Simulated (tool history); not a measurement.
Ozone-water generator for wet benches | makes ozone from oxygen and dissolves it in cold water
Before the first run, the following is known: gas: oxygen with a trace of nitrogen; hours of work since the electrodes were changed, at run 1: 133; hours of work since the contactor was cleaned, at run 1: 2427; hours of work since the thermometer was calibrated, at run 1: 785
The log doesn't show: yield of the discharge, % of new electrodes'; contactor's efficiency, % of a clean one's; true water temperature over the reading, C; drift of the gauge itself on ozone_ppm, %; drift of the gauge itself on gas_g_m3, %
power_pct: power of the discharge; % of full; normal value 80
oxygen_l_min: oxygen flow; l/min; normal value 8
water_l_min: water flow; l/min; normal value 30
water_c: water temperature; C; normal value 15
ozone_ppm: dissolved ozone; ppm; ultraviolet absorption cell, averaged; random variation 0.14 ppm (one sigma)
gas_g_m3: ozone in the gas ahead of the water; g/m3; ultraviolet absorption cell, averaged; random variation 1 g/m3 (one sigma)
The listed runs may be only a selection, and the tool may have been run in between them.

run	hour	power_pct	oxygen_l_min	water_l_min	water_c	hours of work since the electrodes were changed	hours of work since the contactor was cleaned	hours of work since the thermometer was calibrated	ozone_ppm	gas_g_m3
1	0	80	8	30	15	133	2427	785	16.4	182.7
2	38.2	80	8	30	15	160	2453	812	16.5	182.6
3	73.1	80	8	23	15	184	2478	836	20.4	182.6
4	130.9	80	8	23	15	224	2518	876	20.8	180.3
5	154.6	80	8	23	15	241	2534	893	20.5	182.5
6	205.5	80	8	30	15	276	2569	928	16.3	182.3
7	235.5	80	8	30	15	297	2590	949	16.5	181.4
8	263.8	80	8	30	15	316	2610	968	16.2	180.7
9	304	80	8	30	15	344	2638	996	16.3	182.2
10	353.1	80	8	30	15	378	2672	1030	16.2	181.8
11	401.7	80	8	30	15	412	2706	1064	16.2	181.7
12	458.4	80	8	30	15	451	2745	1103	16.1	179.5

Forecast run 13:
13	509.6	53	5.14	24	8	487	2780	1139	?	?

{"run 13": {"ozone_ppm": 14.4, "gas_g_m3": 156.4}}
Were there no unlogged condition in the tool, this run, its random variation unchanged, would have produced ozone_ppm 14.4 ppm, gas_g_m3 156.4 g/m3.

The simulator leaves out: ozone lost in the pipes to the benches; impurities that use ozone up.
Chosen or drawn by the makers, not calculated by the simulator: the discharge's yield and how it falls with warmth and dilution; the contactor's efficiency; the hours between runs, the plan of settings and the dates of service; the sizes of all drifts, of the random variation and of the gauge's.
